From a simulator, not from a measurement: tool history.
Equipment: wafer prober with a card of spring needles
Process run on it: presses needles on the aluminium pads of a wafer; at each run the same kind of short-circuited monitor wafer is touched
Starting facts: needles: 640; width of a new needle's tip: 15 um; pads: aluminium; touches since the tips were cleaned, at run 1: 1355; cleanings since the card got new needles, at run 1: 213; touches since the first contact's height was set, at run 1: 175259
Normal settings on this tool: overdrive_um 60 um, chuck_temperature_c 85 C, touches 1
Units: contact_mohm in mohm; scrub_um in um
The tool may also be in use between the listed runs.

run   hour  overdrive_um  chuck_temperature_c  touches  touches since the tips were cleaned  cleanings since the card got new needles  touches since the first contact's height was set  contact_mohm  scrub_um
  1    0.0            60                   85        1                                 1355                                       213                                            175259           202     11.38
       0.9  -- tips cleaned on abrasive film
       4.1  -- tips cleaned on abrasive film
       8.0  -- tips cleaned on abrasive film
      11.2  -- tips cleaned on abrasive film
      15.2  -- tips cleaned on abrasive film
      18.4  -- tips cleaned on abrasive film
      22.3  -- tips cleaned on abrasive film
      25.5  -- tips cleaned on abrasive film
      29.5  -- tips cleaned on abrasive film
      33.4  -- tips cleaned on abrasive film
      37.4  -- tips cleaned on abrasive film
  2   38.5            60                   85        2                                  549                                       224                                            193851           191     11.33
      40.9  -- tips cleaned on abrasive film
      44.1  -- tips cleaned on abrasive film
      48.1  -- tips cleaned on abrasive film
      52.0  -- tips cleaned on abrasive film
      53.1  -- height of the first contact set anew
      55.5  -- tips cleaned on abrasive film
      59.5  -- tips cleaned on abrasive film
      62.7  -- tips cleaned on abrasive film
      66.6  -- tips cleaned on abrasive film
      70.6  -- tips cleaned on abrasive film
      74.6  -- tips cleaned on abrasive film
      77.8  -- tips cleaned on abrasive film
      81.7  -- tips cleaned on abrasive film
      85.7  -- tips cleaned on abrasive film
  3   88.4            60                   82        2                                 1341                                       237                                             17081           196     10.49
      89.3  -- tips cleaned on abrasive film
      93.2  -- tips cleaned on abrasive film
      96.4  -- tips cleaned on abrasive film
     100.4  -- tips cleaned on abrasive film
     104.3  -- tips cleaned on abrasive film
     108.3  -- tips cleaned on abrasive film
     111.5  -- tips cleaned on abrasive film
     115.5  -- tips cleaned on abrasive film
     118.6  -- tips cleaned on abrasive film
     122.6  -- tips cleaned on abrasive film
     126.6  -- tips cleaned on abrasive film
     129.8  -- tips cleaned on abrasive film
     132.9  -- tips cleaned on abrasive film
     136.1  -- tips cleaned on abrasive film
     140.0  -- tips cleaned on abrasive film
  4  140.0            60                   82        2                                    0                                       252                                             41976           186     10.31
     143.2  -- tips cleaned on abrasive film
     147.1  -- tips cleaned on abrasive film
     151.1  -- tips cleaned on abrasive film
     154.3  -- tips cleaned on abrasive film
     158.3  -- tips cleaned on abrasive film
     161.4  -- tips cleaned on abrasive film
     165.4  -- tips cleaned on abrasive film
     168.6  -- tips cleaned on abrasive film
     172.6  -- tips cleaned on abrasive film
     175.7  -- tips cleaned on abrasive film
  5  178.3            60                   85        1                                 1261                                       262                                             60513           205     10.34
     179.2  -- tips cleaned on abrasive film
     182.3  -- tips cleaned on abrasive film
     185.5  -- tips cleaned on abrasive film
     188.7  -- tips cleaned on abrasive film
     192.7  -- tips cleaned on abrasive film
     195.9  -- tips cleaned on abrasive film
     199.8  -- tips cleaned on abrasive film
     203.8  -- tips cleaned on abrasive film
     207.0  -- tips cleaned on abrasive film
     210.2  -- tips cleaned on abrasive film
     214.1  -- tips cleaned on abrasive film
     217.3  -- tips cleaned on abrasive film
     221.3  -- tips cleaned on abrasive film
     224.5  -- tips cleaned on abrasive film
     236.5  -- card fitted with new needles
     239.7  -- tips cleaned on abrasive film
     243.6  -- tips cleaned on abrasive film
     247.6  -- tips cleaned on abrasive film
     251.6  -- tips cleaned on abrasive film
     254.8  -- tips cleaned on abrasive film
     258.7  -- tips cleaned on abrasive film
  6  260.8            60                   85        2                                 1044                                         6                                             11794           186     12.36
     262.5  -- tips cleaned on abrasive film
     266.4  -- tips cleaned on abrasive film
     269.6  -- tips cleaned on abrasive film
     273.6  -- tips cleaned on abrasive film
     277.5  -- tips cleaned on abrasive film
     281.5  -- tips cleaned on abrasive film
     284.7  -- tips cleaned on abrasive film
     288.7  -- tips cleaned on abrasive film
     291.8  -- tips cleaned on abrasive film
     295.8  -- tips cleaned on abrasive film
     299.8  -- tips cleaned on abrasive film
     303.7  -- tips cleaned on abrasive film
     306.9  -- tips cleaned on abrasive film
     310.9  -- tips cleaned on abrasive film
     314.8  -- tips cleaned on abrasive film
     318.8  -- tips cleaned on abrasive film
     322.8  -- tips cleaned on abrasive film
  7  322.9            60                   73        2                                   72                                        23                                             41810           178     12.27
     326.1  -- tips cleaned on abrasive film
     330.1  -- tips cleaned on abrasive film
     334.0  -- tips cleaned on abrasive film
     338.0  -- tips cleaned on abrasive film
     341.2  -- tips cleaned on abrasive film
     344.4  -- tips cleaned on abrasive film
     348.3  -- tips cleaned on abrasive film
     351.5  -- tips cleaned on abrasive film
     355.5  -- tips cleaned on abrasive film
     359.5  -- tips cleaned on abrasive film
     363.2  -- tips cleaned on abrasive film
  8  363.2            60                   85        1                                    0                                        34                                             61288           183     12.25
     367.2  -- tips cleaned on abrasive film
     371.1  -- tips cleaned on abrasive film
     374.3  -- tips cleaned on abrasive film
     378.3  -- tips cleaned on abrasive film
     382.3  -- tips cleaned on abrasive film
     386.2  -- tips cleaned on abrasive film
     389.4  -- tips cleaned on abrasive film
     393.4  -- tips cleaned on abrasive film
     396.6  -- tips cleaned on abrasive film
     400.5  -- tips cleaned on abrasive film
     404.5  -- tips cleaned on abrasive film
     408.4  -- tips cleaned on abrasive film
     412.4  -- tips cleaned on abrasive film
  9  414.7            46                   87        1                                 1123                                        47                                             86212           200      9.14
     416.3  -- tips cleaned on abrasive film
     419.5  -- tips cleaned on abrasive film
     423.5  -- tips cleaned on abrasive film
     427.4  -- tips cleaned on abrasive film
     431.4  -- tips cleaned on abrasive film
     434.6  -- tips cleaned on abrasive film
     438.5  -- tips cleaned on abrasive film
     441.7  -- tips cleaned on abrasive film
     445.7  -- tips cleaned on abrasive film
     449.7  -- tips cleaned on abrasive film
     452.8  -- tips cleaned on abrasive film
     456.0  -- tips cleaned on abrasive film
     459.2  -- tips cleaned on abrasive film
     463.2  -- tips cleaned on abrasive film
 10  464.1            60                   33        3                                  473                                        61                                            110102           175     11.86
     466.6  -- tips cleaned on abrasive film
     470.5  -- tips cleaned on abrasive film
     474.5  -- tips cleaned on abrasive film
     476.3  -- height of the first contact set anew, once more
     478.7  -- tips cleaned on abrasive film
     481.9  -- tips cleaned on abrasive film
     485.9  -- tips cleaned on abrasive film
     489.9  -- tips cleaned on abrasive film
     493.8  -- tips cleaned on abrasive film
     497.8  -- tips cleaned on abrasive film
     501.7  -- tips cleaned on abrasive film
     505.7  -- tips cleaned on abrasive film
     508.9  -- tips cleaned on abrasive film
 11  511.4            72                   85        2                                 1243                                        73                                             16983           185     14.83
     512.3  -- tips cleaned on abrasive film
     515.5  -- tips cleaned on abrasive film
     519.4  -- tips cleaned on abrasive film
     522.6  -- tips cleaned on abrasive film
     526.6  -- tips cleaned on abrasive film
     530.5  -- tips cleaned on abrasive film
     534.5  -- tips cleaned on abrasive film
     537.7  -- tips cleaned on abrasive film
     540.9  -- tips cleaned on abrasive film
     544.8  -- tips cleaned on abrasive film
     548.8  -- tips cleaned on abrasive film
 12  551.6            77                   85        1                                 1409                                        84                                             36436           188     16.05
     552.5  -- tips cleaned on abrasive film
     555.7  -- tips cleaned on abrasive film
     558.9  -- tips cleaned on abrasive film
     562.9  -- tips cleaned on abrasive film
     566.8  -- tips cleaned on abrasive film
     570.8  -- tips cleaned on abrasive film
     574.7  -- tips cleaned on abrasive film
     577.9  -- tips cleaned on abrasive film
     581.9  -- tips cleaned on abrasive film
 13  582.3            77                   85        1                                  203                                        93                                             51227           185     15.62
     585.5  -- tips cleaned on abrasive film
     588.7  -- tips cleaned on abrasive film
     592.7  -- tips cleaned on abrasive film
     595.8  -- tips cleaned on abrasive film
     599.8  -- tips cleaned on abrasive film
     603.0  -- tips cleaned on abrasive film
     606.2  -- tips cleaned on abrasive film
     610.1  -- tips cleaned on abrasive film
     613.3  -- tips cleaned on abrasive film
     617.3  -- tips cleaned on abrasive film
 14  617.9            55                   42        1                                  290                                       103                                             68408           182     11.01
     621.1  -- tips cleaned on abrasive film
     624.3  -- tips cleaned on abrasive film
     627.5  -- tips cleaned on abrasive film
     631.4  -- tips cleaned on abrasive film
     635.4  -- tips cleaned on abrasive film
     638.6  -- tips cleaned on abrasive film
     641.8  -- tips cleaned on abrasive film
     645.7  -- tips cleaned on abrasive film
     648.9  -- tips cleaned on abrasive film
     652.9  -- tips cleaned on abrasive film
     656.8  -- tips cleaned on abrasive film
 15  657.8            70                   27        1                                  498                                       114                                             87717           175     14.16
     660.3  -- tips cleaned on abrasive film
     663.4  -- tips cleaned on abrasive film
     666.6  -- tips cleaned on abrasive film
     670.6  -- tips cleaned on abrasive film
     673.8  -- tips cleaned on abrasive film
     677.7  -- tips cleaned on abrasive film
     681.7  -- tips cleaned on abrasive film
     685.7  -- tips cleaned on abrasive film
     688.9  -- tips cleaned on abrasive film
     692.8  -- tips cleaned on abrasive film
     696.0  -- tips cleaned on abrasive film
     700.0  -- tips cleaned on abrasive film
     703.9  -- tips cleaned on abrasive film
 16  704.7            70                   27        1                                  393                                       127                                            110375           175     13.87

Alternative continuations, all from the tool just after run 16; predict every row:
     707.9  -- tips cleaned on abrasive film
     711.1  -- tips cleaned on abrasive film
     714.3  -- tips cleaned on abrasive film
     718.2  -- tips cleaned on abrasive film
     721.4  -- tips cleaned on abrasive film
     725.4  -- tips cleaned on abrasive film
     729.4  -- tips cleaned on abrasive film
     733.3  -- tips cleaned on abrasive film
     736.5  -- tips cleaned on abrasive film
     740.5  -- tips cleaned on abrasive film
     744.4  -- tips cleaned on abrasive film
     748.4  -- tips cleaned on abrasive film
     752.4  -- tips cleaned on abrasive film
     756.3  -- tips cleaned on abrasive film
     759.5  -- tips cleaned on abrasive film
  A  760.5            62                   62        1                                  520                                       142                                            137369             ?         ?
     707.9  -- tips cleaned on abrasive film
     711.1  -- tips cleaned on abrasive film
     714.3  -- tips cleaned on abrasive film
     718.2  -- tips cleaned on abrasive film
     721.4  -- tips cleaned on abrasive film
     725.4  -- tips cleaned on abrasive film
     729.4  -- tips cleaned on abrasive film
     733.3  -- tips cleaned on abrasive film
     736.5  -- tips cleaned on abrasive film
     740.5  -- tips cleaned on abrasive film
     744.4  -- tips cleaned on abrasive film
     748.4  -- tips cleaned on abrasive film
     752.4  -- tips cleaned on abrasive film
     756.3  -- tips cleaned on abrasive film
     759.5  -- tips cleaned on abrasive film
  B  760.5            68                   27        1                                  520                                       142                                            137369             ?         ?
     707.9  -- tips cleaned on abrasive film
     711.1  -- tips cleaned on abrasive film
     714.3  -- tips cleaned on abrasive film
     718.2  -- tips cleaned on abrasive film
     721.4  -- tips cleaned on abrasive film
     725.4  -- tips cleaned on abrasive film
     729.4  -- tips cleaned on abrasive film
     733.3  -- tips cleaned on abrasive film
     736.5  -- tips cleaned on abrasive film
     740.5  -- tips cleaned on abrasive film
     744.4  -- tips cleaned on abrasive film
     748.4  -- tips cleaned on abrasive film
     752.4  -- tips cleaned on abrasive film
     756.3  -- tips cleaned on abrasive film
     759.5  -- tips cleaned on abrasive film
  C  760.5            60                   59        3                                  520                                       142                                            137369             ?         ?

run  contact_mohm  scrub_um
  A           185     12.11
  B           177     13.49
  C           179     11.86
Stripped of hidden state, with their random variation kept, the same runs would have yielded:
run  contact_mohm  scrub_um
  A           177     12.88
  B           170     14.26
  C           175     12.62
